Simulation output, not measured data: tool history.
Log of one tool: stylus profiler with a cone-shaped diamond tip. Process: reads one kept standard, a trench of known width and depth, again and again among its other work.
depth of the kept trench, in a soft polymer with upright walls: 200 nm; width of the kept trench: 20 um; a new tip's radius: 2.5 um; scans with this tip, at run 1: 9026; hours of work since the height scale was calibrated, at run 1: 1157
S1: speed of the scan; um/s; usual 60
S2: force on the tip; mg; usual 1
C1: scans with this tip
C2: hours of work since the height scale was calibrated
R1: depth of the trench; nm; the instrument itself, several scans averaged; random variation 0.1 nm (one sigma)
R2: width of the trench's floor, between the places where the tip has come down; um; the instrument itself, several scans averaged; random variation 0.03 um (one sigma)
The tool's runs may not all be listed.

Run 1, hour 0: usual settings; C1 9026; C2 1157. Result: R1 201.86 nm, R2 17.12 um.
Run 2, hour 72.3: usual settings; C1 9449; C2 1211. Result: R1 202.28 nm, R2 17.13 um.
Run 3, hour 164.7: usual settings; C1 9991; C2 1281. Result: R1 201.97 nm, R2 17.08 um.
Run 4, hour 210.7: usual settings; C1 10260; C2 1315. Result: R1 202.09 nm, R2 17.13 um.
At hour 252.4: new tip fitted, height scale calibrated.
Run 5, hour 322.4: usual settings but S2 1.69 mg; C1 410; C2 53. Result: R1 201.04 nm, R2 17.82 um.
Run 6, hour 427.9: usual settings but S2 2.16 mg; C1 1028; C2 132. Result: R1 201.23 nm, R2 17.76 um.
Run 7, hour 534.7: usual settings but S2 2.16 mg; C1 1654; C2 212. Result: R1 201.45 nm, R2 17.72 um.
Run 8, hour 626.4: usual settings but S2 2.16 mg; C1 2192; C2 281. Result: R1 201.52 nm, R2 17.69 um.
Run 9, hour 724.5: usual settings but S2 2.27 mg; C1 2766; C2 355. Result: R1 201.44 nm, R2 17.61 um.
Run 10, hour 787.4: usual settings but S2 2.27 mg; C1 3135; C2 402. Result: R1 201.8 nm, R2 17.61 um.
Run 11, hour 871.9: usual settings but S2 2.36 mg; C1 3630; C2 465. Result: R1 201.82 nm, R2 17.6 um.
Run 12, hour 962.9: usual settings but S2 2.36 mg; C1 4164; C2 534. Result: R1 201.79 nm, R2 17.52 um.
Run 13, hour 1050: usual settings but S1 22 um/s; C1 4674; C2 599. Result: R1 201.33 nm, R2 17.57 um.
Run 14, hour 1154.2: usual settings but S1 22 um/s; C1 5285; C2 677. Result: R1 201.38 nm, R2 17.55 um.
Run 15, hour 1224.5: usual settings but S1 22 um/s; C1 5697; C2 730. Result: R1 201.61 nm, R2 17.56 um.
Run 16, hour 1296.7: usual settings but S1 23 um/s, S2 1.72 mg; C1 6120; C2 784. Result: R1 201.84 nm, R2 17.45 um.
Run 17, hour 1404.4: usual settings but S1 23 um/s, S2 1.72 mg; C1 6751; C2 865. Result: R1 202.04 nm, R2 17.43 um.
Run 18, hour 1463.1: usual settings but S1 23 um/s, S2 2.58 mg; C1 7095; C2 909. Result: R1 202.18 nm, R2 17.48 um.
Run 19, hour 1549.8: usual settings but S1 23 um/s, S2 2.58 mg; C1 7603; C2 974. Result: R1 202.24 nm, R2 17.38 um.
Run 20, hour 1639.4: usual settings but S1 95 um/s, S2 1.95 mg; C1 8128; C2 1042. Result: R1 202.27 nm, R2 17.15 um.
At hour 1648: height scale calibrated on a step standard.
Run 21, hour 1734.2: usual settings but S1 95 um/s, S2 1.95 mg; C1 8681; C2 65. Result: R1 203 nm, R2 17.09 um.
Run 22, hour 1806.8: usual settings but S1 95 um/s, S2 1.95 mg; C1 9107; C2 119. Result: R1 202.83 nm, R2 17.13 um.
Run 23, hour 1854.4: usual settings but S1 41 um/s, S2 0.5 mg; C1 9386; C2 155. Result: R1 202.21 nm, R2 17.13 um.
Run 24, hour 1933.1: usual settings but S1 41 um/s, S2 0.5 mg; C1 9847; C2 214. Result: R1 202.23 nm, R2 17.12 um.
Run 25, hour 1998: usual settings but S1 41 um/s, S2 0.5 mg; C1 10227; C2 263. Result: R1 202.18 nm, R2 17.05 um.
At hour 2044.7: new tip fitted, height scale calibrated.
Run 26, hour 2077: usual settings but S1 103 um/s, S2 0.43 mg; C1 189; C2 24. Result: R1 200.48 nm, R2 17.35 um.
Run 27, hour 2132.5: usual settings but S1 108 um/s, S2 0.93 mg; C1 514; C2 66. Result: R1 200.95 nm, R2 17.47 um.
Run 28, hour 2218.1: usual settings but S2 0.93 mg; C1 1016; C2 130. Result: R1 200.95 nm, R2 17.71 um.

5 ways to go on from here, each from the tool as it stands after run 28. What would each give?
At hour 2267.6: height scale calibrated on a step standard, once more.
Run A, hour 2296.9: usual settings but S2 1.45 mg; C1 1475; C2 22. Result: R1 ?, R2 ?.
At hour 2267.6: height scale calibrated on a step standard, once more.
Run B, hour 2296.9: usual settings; C1 1475; C2 22. Result: R1 ?, R2 ?.
At hour 2267.6: height scale calibrated on a step standard, once more.
Run C, hour 2296.9: usual settings but S1 62 um/s, S2 0.93 mg; C1 1475; C2 22. Result: R1 ?, R2 ?.
At hour 2267.6: height scale calibrated on a step standard, once more.
Run D, hour 2296.9: usual settings but S1 61 um/s, S2 1.71 mg; C1 1475; C2 22. Result: R1 ?, R2 ?.
At hour 2267.6: height scale calibrated on a step standard, once more.
Run E, hour 2296.9: usual settings but S1 33 um/s, S2 0.93 mg; C1 1475; C2 22. Result: R1 ?, R2 ?.

run      R1     R2
  A  200.86  17.76
  B  200.77  17.63
  C  200.85  17.63
  D  200.92  17.69
  E  200.68  17.85
Without the tool's hidden state the same runs would have given:
run      R1     R2
  A  200.84  17.87
  B  200.75  17.74
  C  200.83  17.74
  D  200.91   17.8
  E  200.66  17.96
